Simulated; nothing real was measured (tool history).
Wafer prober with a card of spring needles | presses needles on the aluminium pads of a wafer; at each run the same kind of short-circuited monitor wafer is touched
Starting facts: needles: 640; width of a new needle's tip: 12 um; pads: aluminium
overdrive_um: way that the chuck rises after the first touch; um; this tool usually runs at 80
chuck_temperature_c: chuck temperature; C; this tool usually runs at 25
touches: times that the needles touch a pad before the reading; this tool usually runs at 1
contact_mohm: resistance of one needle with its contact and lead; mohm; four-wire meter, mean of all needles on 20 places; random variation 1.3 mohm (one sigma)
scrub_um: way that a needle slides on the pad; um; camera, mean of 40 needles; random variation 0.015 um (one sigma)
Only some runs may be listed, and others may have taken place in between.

run	hour	overdrive_um	chuck_temperature_c	touches	contact_mohm	scrub_um
1	0	80	25	1	167	11.26
# hour 2.8: tips cleaned on abrasive film
# hour 16.3: tips cleaned on abrasive film
# hour 29.8: tips cleaned on abrasive film
# hour 40.7: tips cleaned on abrasive film
2	42.5	80	25	1	130	11.22
# hour 48.2: height of the first contact set anew
# hour 53.7: tips cleaned on abrasive film
# hour 64.5: tips cleaned on abrasive film
# hour 75.4: tips cleaned on abrasive film
3	80.8	80	25	1	158	11.38
# hour 86.3: tips cleaned on abrasive film
# hour 99.8: tips cleaned on abrasive film
# hour 113.3: tips cleaned on abrasive film
# hour 126.8: tips cleaned on abrasive film
4	132.6	80	25	2	136	11.37
# hour 138.1: tips cleaned on abrasive film
# hour 151.6: tips cleaned on abrasive film
# hour 162.5: tips cleaned on abrasive film
# hour 173.3: tips cleaned on abrasive film
5	183.7	80	25	2	141	11.35
# hour 186.5: tips cleaned on abrasive film
# hour 197.4: tips cleaned on abrasive film
# hour 210.9: tips cleaned on abrasive film
# hour 224.5: tips cleaned on abrasive film
# hour 238: tips cleaned on abrasive film
6	240.2	80	25	2	127	11.33
# hour 251: tips cleaned on abrasive film
# hour 261.9: tips cleaned on abrasive film
# hour 272.7: tips cleaned on abrasive film
# hour 283.6: tips cleaned on abrasive film
7	289.8	80	25	2	134	11.27
# hour 295.3: tips cleaned on abrasive film
# hour 306.2: tips cleaned on abrasive film
# hour 319.7: tips cleaned on abrasive film
# hour 330.6: tips cleaned on abrasive film
# hour 341.4: tips cleaned on abrasive film
8	346.6	80	86	1	161	11.24
# hour 354.7: tips cleaned on abrasive film
# hour 368: tips cleaned on abrasive film
9	374.8	80	86	1	165	11.22
# hour 380.3: tips cleaned on abrasive film
# hour 391.2: tips cleaned on abrasive film
# hour 402: tips cleaned on abrasive film
# hour 402.3: height of the first contact set anew
# hour 413.2: tips cleaned on abrasive film
# hour 426.5: tips cleaned on abrasive film
10	429.9	80	49	1	145	11.44
# hour 438: tips cleaned on abrasive film
# hour 448.9: tips cleaned on abrasive film
# hour 462.4: tips cleaned on abrasive film
# hour 475.6: tips cleaned on abrasive film
11	479.7	80	49	1	151	11.39
# hour 487.9: tips cleaned on abrasive film
# hour 501.4: tips cleaned on abrasive film
# hour 515: tips cleaned on abrasive film
# hour 525.8: tips cleaned on abrasive film
12	528.1	80	25	1	130	11.35
# hour 538.6: tips cleaned on abrasive film
# hour 551.8: tips cleaned on abrasive film
# hour 565.4: tips cleaned on abrasive film
13	565.5	80	25	1	111	11.35
# hour 576.4: tips cleaned on abrasive film
# hour 589.8: tips cleaned on abrasive film
14	592.2	80	25	1	141	11.34
# hour 602.9: tips cleaned on abrasive film
# hour 613.7: tips cleaned on abrasive film
# hour 624.6: tips cleaned on abrasive film
# hour 635.4: tips cleaned on abrasive film
15	639.8	90	28	2	127	12.7
# hour 647.9: tips cleaned on abrasive film
# hour 661.4: tips cleaned on abrasive film
# hour 674.9: tips cleaned on abrasive film
# hour 688.4: tips cleaned on abrasive film
16	693.3	80	76	3	123	11.26
# hour 701.4: tips cleaned on abrasive film
# hour 714.8: tips cleaned on abrasive film
# hour 727.6: tips cleaned on abrasive film
# hour 740.9: tips cleaned on abrasive film
17	742.6	80	76	3	116	11.23
# hour 753.1: tips cleaned on abrasive film
# hour 758.8: height of the first contact set anew
# hour 764.3: tips cleaned on abrasive film
# hour 777.6: tips cleaned on abrasive film
# hour 791.1: tips cleaned on abrasive film
18	796	80	76	3	124	11.41
# hour 804.2: tips cleaned on abrasive film
# hour 815: tips cleaned on abrasive film
# hour 828.2: tips cleaned on abrasive film
# hour 839: tips cleaned on abrasive film
19	843.8	67	25	1	161	9.53
# hour 851.7: tips cleaned on abrasive film
# hour 865: tips cleaned on abrasive film
# hour 875.9: tips cleaned on abrasive film
20	876.7	67	25	1	124	9.51
# hour 887.5: tips cleaned on abrasive film
# hour 900.6: tips cleaned on abrasive film
21	903.9	87	25	1	139	12.36
# hour 912.1: tips cleaned on abrasive film
# hour 925.2: tips cleaned on abrasive film
# hour 938.7: tips cleaned on abrasive film
22	940.8	86	49	1	135	12.19
# hour 951.7: tips cleaned on abrasive film
# hour 965.2: tips cleaned on abrasive film
# hour 978.8: tips cleaned on abrasive film
# hour 989.6: tips cleaned on abrasive film
23	998.6	74	60	1	169	10.43
# hour 1001.2: tips cleaned on abrasive film
# hour 1012.1: tips cleaned on abrasive film
# hour 1025.5: tips cleaned on abrasive film
# hour 1038.7: tips cleaned on abrasive film
24	1043	74	60	1	157	10.39
# hour 1051.2: tips cleaned on abrasive film
# hour 1064.5: tips cleaned on abrasive film
25	1069.9	74	60	1	159	10.36
# hour 1075.4: tips cleaned on abrasive film
# hour 1088.7: tips cleaned on abrasive film
# hour 1099.6: tips cleaned on abrasive film
# hour 1110.4: tips cleaned on abrasive film
# hour 1113.4: height of the first contact set anew
# hour 1123.9: tips cleaned on abrasive film
26	1128.2	74	60	1	156	10.59

Here are 3 independent what-if runs from the current tool condition. What would each one return?
# hour 1136.3: tips cleaned on abrasive film
# hour 1147.2: tips cleaned on abrasive film
A	1152	66	50	1	?	?
# hour 1136.3: tips cleaned on abrasive film
# hour 1147.2: tips cleaned on abrasive film
B	1152	69	60	1	?	?
# hour 1136.3: tips cleaned on abrasive film
# hour 1147.2: tips cleaned on abrasive film
C	1152	80	114	1	?	?

run	contact_mohm	scrub_um
A	172	9.39
B	168	9.84
C	159	11.42
The same runs, with their run-to-run variation unchanged, on a tool lacking any hidden condition would have given:
run	contact_mohm	scrub_um
A	108	9.42
B	110	9.87
C	115	11.45
